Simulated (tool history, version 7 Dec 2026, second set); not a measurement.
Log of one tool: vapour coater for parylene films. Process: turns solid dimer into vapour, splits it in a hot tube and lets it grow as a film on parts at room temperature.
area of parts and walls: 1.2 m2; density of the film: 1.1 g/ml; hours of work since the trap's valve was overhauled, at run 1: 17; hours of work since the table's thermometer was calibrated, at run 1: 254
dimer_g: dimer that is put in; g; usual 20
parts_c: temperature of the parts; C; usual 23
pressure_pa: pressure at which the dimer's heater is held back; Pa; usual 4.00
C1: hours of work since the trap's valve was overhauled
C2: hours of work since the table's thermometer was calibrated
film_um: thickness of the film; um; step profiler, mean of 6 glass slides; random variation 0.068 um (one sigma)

run 1 hour=0.0 | dimer_g=20 parts_c=23 pressure_pa=4.00 | C1=17 C2=254 | film_um=7.91
run 2 hour=39.4 | dimer_g=20 parts_c=23 pressure_pa=4.00 | C1=38 C2=276 | film_um=7.92
run 3 hour=74.1 | dimer_g=20 parts_c=22 pressure_pa=4.00 | C1=58 C2=295 | film_um=7.87
run 4 hour=122.8 | dimer_g=20 parts_c=22 pressure_pa=4.00 | C1=85 C2=322 | film_um=7.62
run 5 hour=159.8 | dimer_g=20 parts_c=22 pressure_pa=4.00 | C1=106 C2=343 | film_um=7.70
run 6 hour=216.2 | dimer_g=24 parts_c=22 pressure_pa=4.00 | C1=137 C2=374 | film_um=8.96
run 7 hour=241.5 | dimer_g=20 parts_c=23 pressure_pa=4.00 | C1=151 C2=388 | film_um=7.14
run 8 hour=296.9 | dimer_g=20 parts_c=23 pressure_pa=4.00 | C1=182 C2=419 | film_um=7.14
-- hour=337.0 trap's valve overhauled
run 9 hour=356.9 | dimer_g=20 parts_c=23 pressure_pa=4.00 | C1=11 C2=450 | film_um=7.97
run 10 hour=414.5 | dimer_g=20 parts_c=23 pressure_pa=4.00 | C1=43 C2=482 | film_um=7.77
run 11 hour=448.0 | dimer_g=20 parts_c=23 pressure_pa=4.00 | C1=62 C2=501 | film_um=7.72
run 12 hour=479.3 | dimer_g=20 parts_c=23 pressure_pa=4.00 | C1=79 C2=518 | film_um=7.69
run 13 hour=524.8 | dimer_g=20 parts_c=23 pressure_pa=7.95 | C1=105 C2=544 | film_um=6.41
run 14 hour=578.4 | dimer_g=20 parts_c=23 pressure_pa=7.95 | C1=134 C2=574 | film_um=6.17
run 15 hour=607.7 | dimer_g=20 parts_c=23 pressure_pa=7.95 | C1=151 C2=590 | film_um=6.26
run 16 hour=654.6 | dimer_g=20 parts_c=21 pressure_pa=4.00 | C1=177 C2=616 | film_um=7.40
-- hour=702.7 trap's valve overhauled
run 17 hour=708.8 | dimer_g=20 parts_c=21 pressure_pa=3.50 | C1=3 C2=644 | film_um=8.55
run 18 hour=764.9 | dimer_g=20 parts_c=21 pressure_pa=3.50 | C1=35 C2=675 | film_um=8.29
run 19 hour=809.1 | dimer_g=11 parts_c=18 pressure_pa=3.21 | C1=59 C2=700 | film_um=4.91
run 20 hour=866.9 | dimer_g=17 parts_c=19 pressure_pa=5.16 | C1=91 C2=732 | film_um=6.41
run 21 hour=921.8 | dimer_g=8 parts_c=25 pressure_pa=5.16 | C1=122 C2=763 | film_um=2.65
run 22 hour=958.6 | dimer_g=8 parts_c=25 pressure_pa=5.16 | C1=143 C2=783 | film_um=2.69
run 23 hour=987.7 | dimer_g=8 parts_c=23 pressure_pa=11.23 | C1=159 C2=799 | film_um=2.31
run 24 hour=1037.0 | dimer_g=12 parts_c=23 pressure_pa=8.22 | C1=186 C2=827 | film_um=3.61
-- hour=1068.3 trap's valve overhauled
run 25 hour=1080.9 | dimer_g=20 parts_c=19 pressure_pa=2.94 | C1=7 C2=849 | film_um=9.12
run 26 hour=1135.4 | dimer_g=20 parts_c=19 pressure_pa=2.94 | C1=37 C2=879 | film_um=8.93
run 27 hour=1173.1 | dimer_g=20 parts_c=19 pressure_pa=2.94 | C1=58 C2=901 | film_um=8.96
run 28 hour=1232.5 | dimer_g=20 parts_c=19 pressure_pa=2.94 | C1=91 C2=934 | film_um=8.66
run 29 hour=1266.9 | dimer_g=20 parts_c=19 pressure_pa=2.94 | C1=111 C2=953 | film_um=8.41
run 30 hour=1296.3 | dimer_g=22 parts_c=23 pressure_pa=2.94 | C1=127 C2=969 | film_um=8.69
run 31 hour=1328.1 | dimer_g=22 parts_c=23 pressure_pa=2.94 | C1=145 C2=987 | film_um=8.70

How the hidden state differs across the entries between the runs, from the last listed run before each to the first after it:
Between runs 8 and 9: trap's valve overhauled (hour 337.0)
  vapour lost through the trap's worn valve, %: 12.1 -> 0.9; true temperature of the parts over the reading, C: 0.11 -> 0.13
  measured less the result without the state, film_um: -1.00 -> -0.09 um
Between runs 16 and 17: trap's valve overhauled (hour 702.7)
  vapour lost through the trap's worn valve, %: 11.7 -> 0.5; true temperature of the parts over the reading, C: 0.21 -> 0.23
  measured less the result without the state, film_um: -1.01 -> -0.07 um
Between runs 24 and 25: trap's valve overhauled (hour 1068.3)
  vapour lost through the trap's worn valve, %: 12.6 -> 0.6; true temperature of the parts over the reading, C: 0.32 -> 0.33
  measured less the result without the state, film_um: -0.54 -> -0.11 um

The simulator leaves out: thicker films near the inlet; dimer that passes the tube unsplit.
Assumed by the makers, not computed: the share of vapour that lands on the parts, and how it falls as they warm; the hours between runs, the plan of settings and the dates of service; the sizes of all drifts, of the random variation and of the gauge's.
